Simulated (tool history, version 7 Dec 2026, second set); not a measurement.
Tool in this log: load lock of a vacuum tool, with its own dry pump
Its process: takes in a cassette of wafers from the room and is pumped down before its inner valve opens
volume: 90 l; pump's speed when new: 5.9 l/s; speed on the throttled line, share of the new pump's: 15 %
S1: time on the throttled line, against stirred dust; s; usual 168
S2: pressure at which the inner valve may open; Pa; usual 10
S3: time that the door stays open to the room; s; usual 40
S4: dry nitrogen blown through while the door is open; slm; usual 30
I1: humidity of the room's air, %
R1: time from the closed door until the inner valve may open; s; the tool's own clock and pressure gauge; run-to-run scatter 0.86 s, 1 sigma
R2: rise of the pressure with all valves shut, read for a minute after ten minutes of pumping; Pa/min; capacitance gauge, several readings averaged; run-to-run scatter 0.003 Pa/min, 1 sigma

Run 1, hour 0.0: usual settings; I1 48.9. Result: R1 284.1 s, R2 0.129 Pa/min.
Run 2, hour 87.2: usual settings; I1 50.5. Result: R1 283.5 s, R2 0.143 Pa/min.
Run 3, hour 168.6: usual settings; I1 49.9. Result: R1 284.6 s, R2 0.136 Pa/min.
Run 4, hour 226.5: usual settings but S4 18 slm; I1 41.7. Result: R1 284.3 s, R2 0.150 Pa/min.
Run 5, hour 273.2: usual settings but S4 18 slm; I1 43.7. Result: R1 282.2 s, R2 0.154 Pa/min.
Run 6, hour 333.0: usual settings but S1 107 s, S4 18 slm; I1 44.9. Result: R1 233.0 s, R2 0.160 Pa/min.
Run 7, hour 393.2: usual settings but S3 41 s; I1 44.1. Result: R1 283.8 s, R2 0.151 Pa/min.
Run 8, hour 442.1: usual settings but S4 5 slm; I1 47.3. Result: R1 284.0 s, R2 0.176 Pa/min.
Run 9, hour 528.1: usual settings but S4 5 slm; I1 41.9. Result: R1 285.5 s, R2 0.170 Pa/min.
Run 10, hour 619.3: usual settings but S4 5 slm; I1 46.6. Result: R1 284.6 s, R2 0.179 Pa/min.
Run 11, hour 669.7: usual settings but S4 5 slm; I1 41.9. Result: R1 283.7 s, R2 0.175 Pa/min.
Run 12, hour 747.1: usual settings; I1 43.4. Result: R1 284.9 s, R2 0.171 Pa/min.
Run 13, hour 844.1: usual settings; I1 45.6. Result: R1 285.3 s, R2 0.176 Pa/min.
Run 14, hour 942.0: usual settings but S2 13 Pa; I1 43.6. Result: R1 278.7 s, R2 0.178 Pa/min.
Run 15, hour 1021.7: usual settings but S2 14 Pa; I1 44.1. Result: R1 280.0 s, R2 0.187 Pa/min.
Run 16, hour 1068.0: usual settings but S2 14 Pa; I1 47.6. Result: R1 279.7 s, R2 0.192 Pa/min.
Run 17, hour 1116.0: usual settings but S2 14 Pa; I1 45.5. Result: R1 280.6 s, R2 0.198 Pa/min.
Run 18, hour 1164.3: usual settings but S2 14 Pa; I1 45.0. Result: R1 278.6 s, R2 0.188 Pa/min.
Run 19, hour 1230.3: usual settings but S1 137 s, S2 9 Pa, S3 150 s, S4 18 slm; I1 46.1. Result: R1 261.1 s, R2 0.238 Pa/min.
Run 20, hour 1279.0: usual settings but S1 137 s, S2 9 Pa, S3 150 s, S4 18 slm; I1 43.9. Result: R1 258.5 s, R2 0.234 Pa/min.
Run 21, hour 1371.9: usual settings but S1 137 s, S2 9 Pa, S3 150 s, S4 18 slm; I1 43.0. Result: R1 261.0 s, R2 0.244 Pa/min.
Run 22, hour 1414.1: usual settings but S1 148 s, S2 16 Pa, S3 192 s, S4 21 slm; I1 43.8. Result: R1 261.4 s, R2 0.252 Pa/min.
Run 23, hour 1460.5: usual settings but S1 148 s, S2 9 Pa, S3 192 s, S4 29 slm; I1 46.9. Result: R1 270.6 s, R2 0.255 Pa/min.
Run 24, hour 1506.4: usual settings but S1 148 s, S2 9 Pa, S3 192 s, S4 29 slm; I1 48.0. Result: R1 270.4 s, R2 0.255 Pa/min.
Run 25, hour 1565.4: usual settings but S1 148 s, S2 9 Pa, S3 136 s, S4 21 slm; I1 43.1. Result: R1 271.2 s, R2 0.248 Pa/min.
Run 26, hour 1650.8: usual settings but S1 253 s, S3 103 s, S4 4 slm; I1 47.5. Result: R1 357.4 s, R2 0.269 Pa/min.
Run 27, hour 1751.2: usual settings but S1 253 s, S3 204 s, S4 4 slm; I1 47.9. Result: R1 357.7 s, R2 0.334 Pa/min.
Run 28, hour 1832.3: usual settings but S1 253 s, S3 204 s, S4 4 slm; I1 48.1. Result: R1 357.0 s, R2 0.336 Pa/min.
Run 29, hour 1890.2: usual settings but S1 253 s, S3 204 s, S4 4 slm; I1 43.8. Result: R1 357.0 s, R2 0.330 Pa/min.
Run 30, hour 1940.1: usual settings but S1 253 s, S3 204 s, S4 4 slm; I1 42.2. Result: R1 356.7 s, R2 0.320 Pa/min.
Run 31, hour 2029.2: usual settings but S1 253 s, S3 204 s, S4 4 slm; I1 44.4. Result: R1 358.0 s, R2 0.341 Pa/min.
Run 32, hour 2087.4: usual settings but S1 301 s; I1 44.2. Result: R1 398.0 s, R2 0.253 Pa/min.
Run 33, hour 2143.0: usual settings but S1 269 s, S3 225 s; I1 45.7. Result: R1 371.2 s, R2 0.294 Pa/min.
Run 34, hour 2192.4: usual settings but S1 269 s, S3 225 s; I1 41.7. Result: R1 371.9 s, R2 0.291 Pa/min.
Run 35, hour 2261.1: usual settings but S1 154 s, S4 40 slm; I1 45.8. Result: R1 274.2 s, R2 0.266 Pa/min.
Run 36, hour 2352.6: usual settings but S1 276 s, S2 13 Pa, S3 123 s, S4 17 slm; I1 43.9. Result: R1 373.8 s, R2 0.292 Pa/min.

Selected run-to-run steps in R1, each split into two signed amounts: the part the tool would show with no hidden state at all (from settings, incoming material and random variation), and the remainder, which goes to the hidden state together with any gauge scatter not common to the measured and the hidden-state-free results:
Hidden state present: pump's speed, % of a new pump's; leak at the door's seal, Pa l/s; drift of the gauge itself on ready_s, %; drift of the gauge itself on rise_pa_min, %.
Run 5 -> 6: S1 168 -> 107. R1 -49.2 s: hidden state +0.4, all else -49.6.
Run 22 -> 23: S2 16 -> 9, S4 21 -> 29. R1 +9.2 s: hidden state +0.6, all else +8.6.
Run 25 -> 26: S1 148 -> 253, S2 9 -> 10, S3 136 -> 103, S4 21 -> 4. R1 +86.2 s: hidden state -0.5, all else +86.7.
Run 34 -> 35: S1 269 -> 154, S3 225 -> 40, S4 30 -> 40. R1 -97.7 s: hidden state +0.4, all else -98.1.
Run 35 -> 36: S1 154 -> 276, S2 10 -> 13, S3 40 -> 123, S4 40 -> 17. R1 +99.6 s: hidden state -0.4, all else +100.0.
